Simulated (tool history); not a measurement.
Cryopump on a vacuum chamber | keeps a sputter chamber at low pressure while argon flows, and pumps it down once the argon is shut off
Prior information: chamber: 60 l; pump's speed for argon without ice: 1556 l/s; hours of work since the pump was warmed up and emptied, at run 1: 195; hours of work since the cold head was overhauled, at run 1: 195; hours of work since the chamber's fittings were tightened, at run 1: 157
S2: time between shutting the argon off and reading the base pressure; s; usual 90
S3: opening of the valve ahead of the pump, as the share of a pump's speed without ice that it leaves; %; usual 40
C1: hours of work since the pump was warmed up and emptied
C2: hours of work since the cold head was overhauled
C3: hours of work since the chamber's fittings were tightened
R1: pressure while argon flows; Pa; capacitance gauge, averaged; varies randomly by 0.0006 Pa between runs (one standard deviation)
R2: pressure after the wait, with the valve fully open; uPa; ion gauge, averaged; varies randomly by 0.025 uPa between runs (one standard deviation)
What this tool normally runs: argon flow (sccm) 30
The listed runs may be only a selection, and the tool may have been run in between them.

{"run": 1, "hour": 0.0, "argon flow (sccm)": 30, "S2": 90, "S3": 40, "C1": 195, "C2": 195, "C3": 157, "R1": 0.0861, "R2": 1.1}
{"run": 2, "hour": 15.0, "argon flow (sccm)": 30, "S2": 90, "S3": 40, "C1": 208, "C2": 208, "C3": 169, "R1": 0.0855, "R2": 1.15}
{"run": 3, "hour": 28.9, "argon flow (sccm)": 30, "S2": 90, "S3": 40, "C1": 219, "C2": 219, "C3": 180, "R1": 0.0851, "R2": 1.12}
{"run": 4, "hour": 44.2, "argon flow (sccm)": 30, "S2": 90, "S3": 40, "C1": 231, "C2": 231, "C3": 193, "R1": 0.0853, "R2": 1.11}
{"run": 5, "hour": 60.5, "argon flow (sccm)": 30, "S2": 90, "S3": 40, "C1": 244, "C2": 244, "C3": 206, "R1": 0.0856, "R2": 1.08}
{"run": 6, "hour": 69.5, "argon flow (sccm)": 30, "S2": 90, "S3": 40, "C1": 251, "C2": 251, "C3": 213, "R1": 0.0863, "R2": 1.18}
{"run": 7, "hour": 77.6, "argon flow (sccm)": 30, "S2": 90, "S3": 40, "C1": 258, "C2": 258, "C3": 220, "R1": 0.0862, "R2": 1.13}
{"run": 8, "hour": 84.2, "argon flow (sccm)": 36, "S2": 90, "S3": 40, "C1": 263, "C2": 263, "C3": 225, "R1": 0.1037, "R2": 1.17}
{"run": 9, "hour": 94.1, "argon flow (sccm)": 36, "S2": 90, "S3": 40, "C1": 271, "C2": 271, "C3": 233, "R1": 0.1053, "R2": 1.15}
{"run": 10, "hour": 106.9, "argon flow (sccm)": 25, "S2": 67, "S3": 45, "C1": 281, "C2": 281, "C3": 243, "R1": 0.0656, "R2": 1.43}
{"run": 11, "hour": 116.4, "argon flow (sccm)": 25, "S2": 67, "S3": 45, "C1": 289, "C2": 289, "C3": 251, "R1": 0.0651, "R2": 1.45}
{"run": 12, "hour": 125.5, "argon flow (sccm)": 12, "S2": 90, "S3": 40, "C1": 296, "C2": 296, "C3": 258, "R1": 0.034, "R2": 1.17}
{"run": 13, "hour": 139.1, "argon flow (sccm)": 12, "S2": 90, "S3": 40, "C1": 307, "C2": 307, "C3": 269, "R1": 0.0351, "R2": 1.18}
{"run": 14, "hour": 155.0, "argon flow (sccm)": 15, "S2": 90, "S3": 24, "C1": 320, "C2": 320, "C3": 282, "R1": 0.0701, "R2": 1.14}
{"run": 15, "hour": 166.7, "argon flow (sccm)": 30, "S2": 90, "S3": 17, "C1": 330, "C2": 330, "C3": 291, "R1": 0.2, "R2": 1.2}
{"run": 16, "hour": 182.3, "argon flow (sccm)": 30, "S2": 90, "S3": 17, "C1": 342, "C2": 342, "C3": 304, "R1": 0.1965, "R2": 1.17}

Some steps in R1, run to run, broken into two amounts with sign: the step expected even without the hidden condition (settings, incoming material, random variation), and the rest, left for the hidden condition together with whatever gauge scatter is not in both the measured and the hidden-condition-free result:
Unlogged tool condition in this case: pump's speed, % of a pump's without ice; cold plate's temperature, K; leak into the chamber, uPa l/s; drift of the gauge itself on working_pa, %; drift of the gauge itself on base_upa, %.
Run 14 -> 15: argon flow (sccm) 15 -> 30, S3 24 -> 17. R1 +0.1299 Pa: hidden state +0.0033, all else +0.1266.
